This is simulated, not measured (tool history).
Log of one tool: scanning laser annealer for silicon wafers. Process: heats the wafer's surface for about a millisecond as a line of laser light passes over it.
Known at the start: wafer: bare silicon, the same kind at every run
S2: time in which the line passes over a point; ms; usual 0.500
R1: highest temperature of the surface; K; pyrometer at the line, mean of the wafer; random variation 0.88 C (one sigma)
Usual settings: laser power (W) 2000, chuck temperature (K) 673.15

{"run": 1, "hour": 0.0, "laser power (W)": 2000, "S2": 0.5, "chuck temperature (K)": 673.15, "R1": 1473.95}
{"run": 2, "hour": 28.3, "laser power (W)": 2000, "S2": 0.5, "chuck temperature (K)": 673.15, "R1": 1474.15}
{"run": 3, "hour": 75.6, "laser power (W)": 2109, "S2": 0.5, "chuck temperature (K)": 673.15, "R1": 1518.85}
{"run": 4, "hour": 114.5, "laser power (W)": 2109, "S2": 0.5, "chuck temperature (K)": 673.15, "R1": 1516.15}
{"run": 5, "hour": 178.0, "laser power (W)": 2109, "S2": 0.5, "chuck temperature (K)": 673.15, "R1": 1517.65}
{"run": 6, "hour": 219.0, "laser power (W)": 2109, "S2": 0.5, "chuck temperature (K)": 673.15, "R1": 1515.65}
{"run": 7, "hour": 259.3, "laser power (W)": 2109, "S2": 0.5, "chuck temperature (K)": 673.15, "R1": 1513.15}
{"hour": 268.5, "done": "optics aligned, line set to its width"}
{"run": 8, "hour": 319.2, "laser power (W)": 2000, "S2": 0.611, "chuck temperature (K)": 662.15, "R1": 1531.15}
{"run": 9, "hour": 354.9, "laser power (W)": 2000, "S2": 0.516, "chuck temperature (K)": 642.15, "R1": 1446.05}
{"run": 10, "hour": 407.9, "laser power (W)": 2000, "S2": 0.516, "chuck temperature (K)": 642.15, "R1": 1444.35}

Some steps in R1 between neighbouring runs. How much of each would the tool show without its hidden state too (settings, what came in, random variation), and how much is left for the hidden state, with any gauge scatter that isn't in both results?
The hidden state here: light that passes the window, % of a clean one's; laser's true power over the reading, %; width of the line over the set one, %; drift of the gauge itself on peak_c, C.
Run 7 -> 8: laser power (W) 2109 -> 2000, S2 0.500 -> 0.611, chuck temperature (K) 673.15 -> 662.15, optics aligned, line set to its width. R1 +18.00 K: hidden state -4.60, all else +22.60.
Run 8 -> 9: S2 0.611 -> 0.516, chuck temperature (K) 662.15 -> 642.15. R1 -85.10 K: hidden state +0.70, all else -85.80.
